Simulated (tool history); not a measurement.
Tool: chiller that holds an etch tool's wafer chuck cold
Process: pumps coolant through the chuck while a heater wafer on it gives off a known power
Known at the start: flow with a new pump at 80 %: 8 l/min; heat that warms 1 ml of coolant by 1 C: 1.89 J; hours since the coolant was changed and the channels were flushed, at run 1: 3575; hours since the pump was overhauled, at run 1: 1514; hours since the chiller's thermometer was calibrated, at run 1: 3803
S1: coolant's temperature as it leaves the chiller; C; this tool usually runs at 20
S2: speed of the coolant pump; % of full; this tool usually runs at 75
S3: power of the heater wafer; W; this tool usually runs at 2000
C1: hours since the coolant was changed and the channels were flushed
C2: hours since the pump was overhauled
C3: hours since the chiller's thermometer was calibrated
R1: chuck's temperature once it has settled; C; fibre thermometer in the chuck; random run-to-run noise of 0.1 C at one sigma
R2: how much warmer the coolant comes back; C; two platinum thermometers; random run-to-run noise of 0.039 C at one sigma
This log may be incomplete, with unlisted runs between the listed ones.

Run 1, day 0: usual settings; C1 3575; C2 1514; C3 3803. Result: R1 34.5 C, R2 8.42 C.
Run 2, day 1.567: usual settings; C1 3613; C2 1551; C3 3841. Result: R1 34.7 C, R2 8.38 C.
Run 3, day 3.383: usual settings; C1 3656; C2 1595; C3 3885. Result: R1 34.7 C, R2 8.46 C.
Run 4, day 4.754: usual settings; C1 3689; C2 1628; C3 3918. Result: R1 34.5 C, R2 8.4 C.
Run 5, day 5.562: usual settings but S2 73 % of full; C1 3709; C2 1647; C3 3937. Result: R1 35 C, R2 8.65 C.
Run 6, day 6.504: usual settings but S2 73 % of full; C1 3731; C2 1670; C3 3960. Result: R1 34.9 C, R2 8.57 C.
Run 7, day 8: usual settings but S2 73 % of full; C1 3767; C2 1706; C3 3995. Result: R1 34.9 C, R2 8.6 C.
Run 8, day 9.604: usual settings but S2 73 % of full; C1 3805; C2 1744; C3 4034. Result: R1 34.9 C, R2 8.54 C.
Run 9, day 11.258: usual settings but S3 1354 W; C1 3845; C2 1784; C3 4074. Result: R1 29.8 C, R2 5.57 C.
Run 10, day 12.417: usual settings but S3 1354 W; C1 3873; C2 1812; C3 4101. Result: R1 29.9 C, R2 5.5 C.
Run 11, day 13.75: usual settings but S2 82 % of full, S3 1354 W; C1 3905; C2 1844; C3 4133. Result: R1 29.2 C, R2 5.01 C.
Run 12, day 15.467: usual settings but S1 29 C; C1 3946; C2 1885; C3 4175. Result: R1 43.5 C, R2 8.3 C.
Run 13, day 16.279: usual settings but S2 67 % of full; C1 3966; C2 1905; C3 4194. Result: R1 36 C, R2 9.32 C.
Run 14, day 17.946: usual settings but S2 67 % of full; C1 4006; C2 1945; C3 4234. Result: R1 36 C, R2 9.27 C.
Run 15, day 19.258: usual settings but S1 17 C, S2 67 % of full; C1 4037; C2 1976; C3 4266. Result: R1 32.9 C, R2 9.22 C.
Run 16, day 20.738: usual settings but S1 19 C, S3 1049 W; C1 4073; C2 2012; C3 4301. Result: R1 26.6 C, R2 4.16 C.
Run 17, day 21.975: usual settings but S1 19 C, S3 1049 W; C1 4102; C2 2041; C3 4331. Result: R1 26.7 C, R2 4.16 C.
Run 18, day 23.279: usual settings but S1 19 C, S3 1631 W; C1 4134; C2 2073; C3 4362. Result: R1 30.8 C, R2 6.56 C.
At day 23.838: gauge calibrated.
Run 19, day 24.796: usual settings but S1 19 C, S3 1631 W; C1 4170; C2 2109; C3 4399. Result: R1 30.8 C, R2 6.88 C.
Run 20, day 26.271: usual settings but S3 1139 W; C1 4206; C2 2144; C3 4434. Result: R1 28.3 C, R2 4.77 C.
Run 21, day 27.45: usual settings but S1 19 C, S3 2142 W; C1 4234; C2 2173; C3 4462. Result: R1 34.5 C, R2 8.94 C.
Run 22, day 29.221: usual settings but S1 19 C, S3 1134 W; C1 4276; C2 2215; C3 4505. Result: R1 27.1 C, R2 4.72 C.
Run 23, day 30.429: usual settings but S1 13 C, S3 1134 W; C1 4305; C2 2244; C3 4534. Result: R1 21.3 C, R2 4.75 C.
Run 24, day 31.5: usual settings but S1 13 C, S3 1134 W; C1 4331; C2 2270; C3 4559. Result: R1 21.3 C, R2 4.7 C.
Run 25, day 32.392: usual settings but S1 12 C, S2 63 % of full; C1 4352; C2 2291; C3 4581. Result: R1 28.6 C, R2 9.97 C.

Each row is a separate what-if for the run after 25, all from the same tool condition, not one after another. Results?
Run A, day 33.746: usual settings but S1 13 C, S2 96 % of full, S3 2658 W; C1 4385; C2 2324; C3 4613. Result: R1 ?, R2 ?.
Run B, day 33.746: usual settings but S1 21 C, S2 93 % of full, S3 2486 W; C1 4385; C2 2324; C3 4613. Result: R1 ?, R2 ?.
Run C, day 33.746: usual settings but S1 28 C, S2 71 % of full, S3 1160 W; C1 4385; C2 2324; C3 4613. Result: R1 ?, R2 ?.
Run D, day 33.746: usual settings but S1 29 C, S2 67 % of full, S3 1862 W; C1 4385; C2 2324; C3 4613. Result: R1 ?, R2 ?.
Run E, day 33.746: usual settings but S2 96 % of full, S3 1253 W; C1 4385; C2 2324; C3 4613. Result: R1 ?, R2 ?.

run    R1    R2
  A  28.9  8.57
  B  36.2  8.21
  C  36.7  5.05
  D  43.8  8.74
  E  27.5  3.92
Without the tool's unlogged condition, the same runs would have read:
run    R1    R2
  A  28.9  8.71
  B  36.2  8.35
  C  36.7  5.19
  D  43.8  8.87
  E  27.5  4.05
